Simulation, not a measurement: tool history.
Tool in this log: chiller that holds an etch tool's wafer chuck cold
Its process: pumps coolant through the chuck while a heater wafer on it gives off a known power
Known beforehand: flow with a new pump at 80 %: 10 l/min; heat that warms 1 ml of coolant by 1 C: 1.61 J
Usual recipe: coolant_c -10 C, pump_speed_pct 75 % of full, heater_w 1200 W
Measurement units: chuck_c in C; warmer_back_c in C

{"run": 1, "hour": 0.0, "coolant_c": -10, "pump_speed_pct": 75, "heater_w": 1200, "chuck_c": 3.5, "warmer_back_c": 4.9}
{"run": 2, "hour": 79.2, "coolant_c": 0, "pump_speed_pct": 75, "heater_w": 1200, "chuck_c": 13.5, "warmer_back_c": 4.99}
{"run": 3, "hour": 196.3, "coolant_c": -17, "pump_speed_pct": 75, "heater_w": 1200, "chuck_c": -3.4, "warmer_back_c": 4.95}
{"run": 4, "hour": 343.9, "coolant_c": -10, "pump_speed_pct": 65, "heater_w": 1200, "chuck_c": 5.3, "warmer_back_c": 5.88}
{"run": 5, "hour": 479.1, "coolant_c": -5, "pump_speed_pct": 75, "heater_w": 1200, "chuck_c": 8.3, "warmer_back_c": 5.07}
{"run": 6, "hour": 555.9, "coolant_c": -5, "pump_speed_pct": 75, "heater_w": 1200, "chuck_c": 8.6, "warmer_back_c": 5.05}
{"run": 7, "hour": 718.6, "coolant_c": -5, "pump_speed_pct": 75, "heater_w": 1200, "chuck_c": 8.9, "warmer_back_c": 5.08}
{"run": 8, "hour": 842.4, "coolant_c": -10, "pump_speed_pct": 75, "heater_w": 1200, "chuck_c": 3.8, "warmer_back_c": 5.03}
{"run": 9, "hour": 994.2, "coolant_c": -10, "pump_speed_pct": 75, "heater_w": 1633, "chuck_c": 9, "warmer_back_c": 6.95}
{"run": 10, "hour": 1138.0, "coolant_c": -10, "pump_speed_pct": 75, "heater_w": 1633, "chuck_c": 9.1, "warmer_back_c": 6.96}
{"run": 11, "hour": 1282.0, "coolant_c": -10, "pump_speed_pct": 75, "heater_w": 1378, "chuck_c": 6.2, "warmer_back_c": 5.91}
{"run": 12, "hour": 1417.7, "coolant_c": -10, "pump_speed_pct": 75, "heater_w": 1634, "chuck_c": 9.4, "warmer_back_c": 7.05}
{"run": 13, "hour": 1572.5, "coolant_c": -10, "pump_speed_pct": 75, "heater_w": 1634, "chuck_c": 9.5, "warmer_back_c": 7.11}
{"run": 14, "hour": 1739.8, "coolant_c": -17, "pump_speed_pct": 75, "heater_w": 1634, "chuck_c": 2.7, "warmer_back_c": 7.13}
{"run": 15, "hour": 1832.6, "coolant_c": -17, "pump_speed_pct": 75, "heater_w": 1634, "chuck_c": 2.9, "warmer_back_c": 7.04}
{"run": 16, "hour": 2011.5, "coolant_c": -17, "pump_speed_pct": 75, "heater_w": 1634, "chuck_c": 2.9, "warmer_back_c": 7.14}
{"run": 17, "hour": 2189.1, "coolant_c": -17, "pump_speed_pct": 75, "heater_w": 1634, "chuck_c": 3.1, "warmer_back_c": 7.11}
{"run": 18, "hour": 2301.1, "coolant_c": -17, "pump_speed_pct": 75, "heater_w": 1634, "chuck_c": 3.2, "warmer_back_c": 7.17}
{"run": 19, "hour": 2380.0, "coolant_c": -11, "pump_speed_pct": 71, "heater_w": 951, "chuck_c": 1.3, "warmer_back_c": 4.36}
{"run": 20, "hour": 2512.1, "coolant_c": -11, "pump_speed_pct": 71, "heater_w": 951, "chuck_c": 1.3, "warmer_back_c": 4.49}
{"run": 21, "hour": 2620.8, "coolant_c": -9, "pump_speed_pct": 94, "heater_w": 885, "chuck_c": -0.1, "warmer_back_c": 3.07}
{"run": 22, "hour": 2729.5, "coolant_c": -10, "pump_speed_pct": 88, "heater_w": 1325, "chuck_c": 4.5, "warmer_back_c": 4.93}
{"run": 23, "hour": 2890.4, "coolant_c": -10, "pump_speed_pct": 88, "heater_w": 1325, "chuck_c": 4.7, "warmer_back_c": 5.03}
{"run": 24, "hour": 3007.0, "coolant_c": -10, "pump_speed_pct": 88, "heater_w": 1325, "chuck_c": 4.5, "warmer_back_c": 4.95}
{"run": 25, "hour": 3108.1, "coolant_c": -5, "pump_speed_pct": 75, "heater_w": 1200, "chuck_c": 10.4, "warmer_back_c": 5.34}
{"run": 26, "hour": 3234.3, "coolant_c": -5, "pump_speed_pct": 75, "heater_w": 1200, "chuck_c": 10.3, "warmer_back_c": 5.44}
{"run": 27, "hour": 3317.6, "coolant_c": -5, "pump_speed_pct": 70, "heater_w": 1156, "chuck_c": 10.6, "warmer_back_c": 5.6}
{"run": 28, "hour": 3477.1, "coolant_c": -4, "pump_speed_pct": 70, "heater_w": 1076, "chuck_c": 11, "warmer_back_c": 5.23}
{"run": 29, "hour": 3555.1, "coolant_c": -14, "pump_speed_pct": 89, "heater_w": 1145, "chuck_c": -1.3, "warmer_back_c": 4.29}
{"hour": 3580.0, "done": "chiller's thermometer calibrated"}
{"run": 30, "hour": 3727.1, "coolant_c": -14, "pump_speed_pct": 89, "heater_w": 1145, "chuck_c": -1, "warmer_back_c": 4.33}
{"run": 31, "hour": 3839.2, "coolant_c": -10, "pump_speed_pct": 99, "heater_w": 1200, "chuck_c": 2.6, "warmer_back_c": 4.04}

Each row is a separate what-if for the run after 31, all from the same tool condition, not one after another. Results?
{"run": "A", "hour": 3955.9, "coolant_c": -17, "pump_speed_pct": 72, "heater_w": 1539, "chuck_c": "?", "warmer_back_c": "?"}
{"run": "B", "hour": 3955.9, "coolant_c": -10, "pump_speed_pct": 75, "heater_w": 613, "chuck_c": "?", "warmer_back_c": "?"}
{"run": "C", "hour": 3955.9, "coolant_c": -10, "pump_speed_pct": 75, "heater_w": 658, "chuck_c": "?", "warmer_back_c": "?"}
{"run": "D", "hour": 3955.9, "coolant_c": -10, "pump_speed_pct": 62, "heater_w": 666, "chuck_c": "?", "warmer_back_c": "?"}

run=A chuck_c=4.4 warmer_back_c=7.37
run=B chuck_c=-1.9 warmer_back_c=2.76
run=C chuck_c=-1.2 warmer_back_c=3.01
run=D chuck_c=0.4 warmer_back_c=3.72
What these runs would have given with no unlogged condition in the tool:
run=A chuck_c=-0.4 warmer_back_c=6.43
run=B chuck_c=-3.7 warmer_back_c=2.41
run=C chuck_c=-3.1 warmer_back_c=2.63
run=D chuck_c=-1.9 warmer_back_c=3.24
